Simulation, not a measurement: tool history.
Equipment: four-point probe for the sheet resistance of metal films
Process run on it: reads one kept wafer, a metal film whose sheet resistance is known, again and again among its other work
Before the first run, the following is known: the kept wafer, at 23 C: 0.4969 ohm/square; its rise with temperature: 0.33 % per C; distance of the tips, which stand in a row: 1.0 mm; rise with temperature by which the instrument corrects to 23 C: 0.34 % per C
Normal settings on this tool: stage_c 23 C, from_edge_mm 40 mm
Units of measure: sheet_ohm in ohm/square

Run 1, hour 0.0: usual settings. Result: sheet_ohm 0.500810 ohm/square.
Run 2, hour 52.8: usual settings. Result: sheet_ohm 0.501087 ohm/square.
Run 3, hour 114.8: usual settings but from_edge_mm 23 mm. Result: sheet_ohm 0.501441 ohm/square.
Run 4, hour 163.2: usual settings. Result: sheet_ohm 0.501478 ohm/square.
Run 5, hour 207.2: usual settings. Result: sheet_ohm 0.501725 ohm/square.
Run 6, hour 247.0: usual settings. Result: sheet_ohm 0.501533 ohm/square.
Run 7, hour 298.5: usual settings but from_edge_mm 7 mm. Result: sheet_ohm 0.507006 ohm/square.
Run 8, hour 334.7: usual settings but stage_c 27 C, from_edge_mm 7 mm. Result: sheet_ohm 0.506886 ohm/square.
Run 9, hour 371.4: usual settings. Result: sheet_ohm 0.501782 ohm/square.
Run 10, hour 408.8: usual settings but stage_c 19 C. Result: sheet_ohm 0.502239 ohm/square.
Run 11, hour 445.9: usual settings. Result: sheet_ohm 0.502006 ohm/square.
Run 12, hour 485.9: usual settings. Result: sheet_ohm 0.502050 ohm/square.
Run 13, hour 521.4: usual settings. Result: sheet_ohm 0.502181 ohm/square.
Run 14, hour 557.8: usual settings but from_edge_mm 9 mm. Result: sheet_ohm 0.505749 ohm/square.
Run 15, hour 606.0: usual settings. Result: sheet_ohm 0.502439 ohm/square.
Run 16, hour 644.9: usual settings but stage_c 26 C, from_edge_mm 4 mm. Result: sheet_ohm 0.518533 ohm/square.
Run 17, hour 702.8: usual settings but stage_c 24 C, from_edge_mm 34 mm. Result: sheet_ohm 0.502800 ohm/square.
Run 18, hour 735.9: usual settings but stage_c 29 C, from_edge_mm 51 mm. Result: sheet_ohm 0.502289 ohm/square.
Run 19, hour 766.3: usual settings but stage_c 22 C, from_edge_mm 4 mm. Result: sheet_ohm 0.518965 ohm/square.
Run 20, hour 804.9: usual settings but stage_c 26 C, from_edge_mm 4 mm. Result: sheet_ohm 0.518597 ohm/square.
Run 21, hour 858.8: usual settings but stage_c 26 C, from_edge_mm 4 mm. Result: sheet_ohm 0.518919 ohm/square.
Run 22, hour 920.2: usual settings but stage_c 21 C, from_edge_mm 7 mm. Result: sheet_ohm 0.508462 ohm/square.
Run 23, hour 945.4: usual settings but stage_c 26 C, from_edge_mm 62 mm. Result: sheet_ohm 0.502830 ohm/square.
Run 24, hour 1001.7: usual settings but stage_c 26 C, from_edge_mm 62 mm. Result: sheet_ohm 0.503102 ohm/square.
Run 25, hour 1051.9: usual settings but stage_c 28 C, from_edge_mm 62 mm. Result: sheet_ohm 0.502845 ohm/square.
Run 26, hour 1083.6: usual settings but stage_c 30 C, from_edge_mm 11 mm. Result: sheet_ohm 0.505088 ohm/square.
Run 27, hour 1134.8: usual settings but stage_c 30 C, from_edge_mm 11 mm. Result: sheet_ohm 0.505387 ohm/square.
Run 28, hour 1166.6: usual settings but stage_c 19 C, from_edge_mm 34 mm. Result: sheet_ohm 0.504165 ohm/square.
Run 29, hour 1225.2: usual settings but stage_c 29 C, from_edge_mm 3 mm. Result: sheet_ohm 0.531886 ohm/square.
Run 30, hour 1285.2: usual settings but stage_c 29 C, from_edge_mm 3 mm. Result: sheet_ohm 0.531760 ohm/square.

The log once held 3 entries between its listed runs, left out of this copy. Where does each go, and what is different about the tool's unlogged condition between the listed run before it and the listed run after it?
Between runs 7 and 8: new probe head fitted (hour 334.7)
  inner tips' distance over the nominal, %: 0.851 -> 0.835; tips' flats over new ones', %: 113 -> 0; wafer's true temperature over the reading, C: 0.07 -> 0.08
  measured less the result without the state, sheet_ohm: +0.004748 -> +0.004666 ohm/square
Between runs 12 and 13: stage's thermometer calibrated (hour 489.1)
  inner tips' distance over the nominal, %: 0.904 -> 0.92; tips' flats over new ones', %: 8 -> 10; wafer's true temperature over the reading, C: 0.1 -> 0.16
  measured less the result without the state, sheet_ohm: +0.005034 -> +0.005213 ohm/square
Between runs 18 and 19: stage's thermometer calibrated, once more (hour 759.0)
  inner tips' distance over the nominal, %: 1.017 -> 1.031; tips' flats over new ones', %: 22 -> 23; wafer's true temperature over the reading, C: 0.19 -> 0.03
  measured less the result without the state, sheet_ohm: +0.005772 -> +0.005767 ohm/square

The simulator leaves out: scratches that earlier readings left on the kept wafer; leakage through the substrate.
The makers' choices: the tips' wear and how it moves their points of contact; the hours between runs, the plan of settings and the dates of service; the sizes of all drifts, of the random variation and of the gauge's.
